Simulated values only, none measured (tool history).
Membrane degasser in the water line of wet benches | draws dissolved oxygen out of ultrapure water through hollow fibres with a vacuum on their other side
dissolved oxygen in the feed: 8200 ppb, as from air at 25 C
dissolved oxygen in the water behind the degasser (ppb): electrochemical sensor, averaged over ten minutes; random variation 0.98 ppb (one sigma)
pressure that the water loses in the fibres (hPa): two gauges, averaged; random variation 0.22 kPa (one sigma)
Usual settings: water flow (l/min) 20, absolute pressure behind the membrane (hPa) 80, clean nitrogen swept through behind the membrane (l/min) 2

run    hour  water flow (l/min)  absolute pressure behind the membrane (hPa)  clean nitrogen swept through behind the membrane (l/min)  dissolved oxygen in the water behind the degasser (ppb)  pressure that the water loses in the fibres (hPa)
  1       0                  20                                           80                                                         2                                                    129.7                                              574.6
  2   144.7                  20                                           80                                                      5.04                                                       64                                              574.7
  3   303.5                  20                                           80                                                      5.04                                                     64.7                                              576.9
  4   536.2                  20                                           80                                                      3.23                                                     92.1                                              578.7
  5   817.5                  20                                           80                                                      3.23                                                     90.7                                              580.6
  6  1093.6                  20                                           80                                                      3.23                                                     90.4                                              577.6
  7  1276.9                  20                                           80                                                      3.23                                                     91.6                                              581.9
  8  1552.6                  20                                           80                                                      3.23                                                     93.1                                              583.5
  9  1693.2                  20                                           80                                                      3.23                                                     93.3                                              587.4
 10    1869                  20                                           80                                                         2                                                    133.8                                              582.1
     2019.3  -- membrane cartridge changed
 11  2112.6                  20                                           80                                                         2                                                    127.5                                              536.2
 12  2295.9                  20                                           80                                                         2                                                    127.7                                              532.2
 13  2473.1                  20                                        101.2                                                      0.95                                                    333.6                                              534.8
 14    2655                  20                                        101.2                                                      0.95                                                    336.6                                              535.7
     2677.6  -- vacuum gauge calibrated
 15  2834.9                  20                                        101.2                                                      0.95                                                    343.4                                              533.8
 16    3116                  21                                        101.2                                                      2.37                                                    168.1                                              561.1
 17    3246                  14                                           80                                                      2.59                                                     70.7                                                377
     3447.7  -- vacuum gauge calibrated, once more
 18  3496.7                  13                                        108.8                                                       5.1                                                     51.3                                              351.8
 19  3758.4                  20                                         48.2                                                      2.84                                                     38.5                                              542.8
 20  3958.1                  20                                        113.4                                                      2.03                                                    199.6                                              537.3
     3978.8  -- seals of the vacuum lines changed
 21  4163.1                  13                                         54.8                                                      3.44                                                       22                                              349.8
 22    4366                  22                                         68.7                                                      4.84                                                     57.4                                                602
 23  4544.3                  23                                         95.4                                                      0.95                                                    345.7                                              619.1
 24  4749.4                  15                                         51.6                                                       0.9                                                     78.7                                              411.4

Some steps in dissolved oxygen in the water behind the degasser (ppb) between neighbouring runs. How much of each would the tool show without its hidden state too (settings, what came in, random variation), and how much is left for the hidden state, with any gauge scatter that isn't in both results?
The hidden state here: membrane still open, %; true pressure behind the membrane over the reading, kPa; air that leaks in behind the membrane, l/min; drift of the gauge itself on oxygen_ppb, %; drift of the gauge itself on loss_of_pressure_kpa, %.
Run 10 -> 11: membrane cartridge changed. dissolved oxygen in the water behind the degasser (ppb) -6.3: hidden state -7.3, all else +1.
Run 15 -> 16: water flow (l/min) 20 -> 21, clean nitrogen swept through behind the membrane (l/min) 0.95 -> 2.37. dissolved oxygen in the water behind the degasser (ppb) -175.3: hidden state -8.4, all else -166.9.
Run 22 -> 23: water flow (l/min) 22 -> 23, absolute pressure behind the membrane (hPa) 68.7 -> 95.4, clean nitrogen swept through behind the membrane (l/min) 4.84 -> 0.95. dissolved oxygen in the water behind the degasser (ppb) +288.3: hidden state +2.4, all else +285.9.
Run 23 -> 24: water flow (l/min) 23 -> 15, absolute pressure behind the membrane (hPa) 95.4 -> 51.6, clean nitrogen swept through behind the membrane (l/min) 0.95 -> 0.9. dissolved oxygen in the water behind the degasser (ppb) -267: hidden state -2, all else -265.
